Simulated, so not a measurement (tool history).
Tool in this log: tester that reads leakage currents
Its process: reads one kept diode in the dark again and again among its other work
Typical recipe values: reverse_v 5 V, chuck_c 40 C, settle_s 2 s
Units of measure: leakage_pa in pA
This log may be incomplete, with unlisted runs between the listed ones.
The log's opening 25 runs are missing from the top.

run 26 hour=867.8 | reverse_v=2.25 chuck_c=57 settle_s=0.48 | leakage_pa=212.49
run 27 hour=903.3 | reverse_v=2.25 chuck_c=57 settle_s=0.48 | leakage_pa=214.52
run 28 hour=945.6 | reverse_v=1.22 chuck_c=26 settle_s=2 | leakage_pa=11.77
run 29 hour=979.9 | reverse_v=1.22 chuck_c=26 settle_s=2 | leakage_pa=11.82
run 30 hour=1027.6 | reverse_v=9.21 chuck_c=40 settle_s=3.76 | leakage_pa=99.88
run 31 hour=1070.9 | reverse_v=2.85 chuck_c=34 settle_s=4.02 | leakage_pa=35.63
run 32 hour=1119.3 | reverse_v=6.38 chuck_c=22 settle_s=6.81 | leakage_pa=17.2
run 33 hour=1157.7 | reverse_v=19.11 chuck_c=22 settle_s=0.39 | leakage_pa=46.25
run 34 hour=1188 | reverse_v=1.35 chuck_c=40 settle_s=0.73 | leakage_pa=44.46
run 35 hour=1222.3 | reverse_v=1.3 chuck_c=40 settle_s=8.42 | leakage_pa=43.27
run 36 hour=1244.8 | reverse_v=5 chuck_c=40 settle_s=0.63 | leakage_pa=80.56
run 37 hour=1291.2 | reverse_v=5 chuck_c=40 settle_s=0.63 | leakage_pa=81.08
run 38 hour=1321.6 | reverse_v=5.39 chuck_c=57 settle_s=0.63 | leakage_pa=322.71
run 39 hour=1358.2 | reverse_v=2.49 chuck_c=40 settle_s=5.91 | leakage_pa=58.27
run 40 hour=1392.3 | reverse_v=7.58 chuck_c=25 settle_s=0.33 | leakage_pa=33.64

Alternative continuations, all from the tool just after run 40; predict every row:
run A hour=1428.9 | reverse_v=9.87 chuck_c=29 settle_s=2 | leakage_pa=?
run B hour=1428.9 | reverse_v=17.59 chuck_c=25 settle_s=0.33 | leakage_pa=?
run C hour=1428.9 | reverse_v=1.43 chuck_c=40 settle_s=1.28 | leakage_pa=?
run D hour=1428.9 | reverse_v=5 chuck_c=54 settle_s=2 | leakage_pa=?

run=A leakage_pa=43.07
run=B leakage_pa=57.38
run=C leakage_pa=46.41
run=D leakage_pa=250.45
With the hidden condition removed and each run's random variation left untouched, the same runs would have given:
run=A leakage_pa=37.93
run=B leakage_pa=51.44
run=C leakage_pa=42.13
run=D leakage_pa=229.25

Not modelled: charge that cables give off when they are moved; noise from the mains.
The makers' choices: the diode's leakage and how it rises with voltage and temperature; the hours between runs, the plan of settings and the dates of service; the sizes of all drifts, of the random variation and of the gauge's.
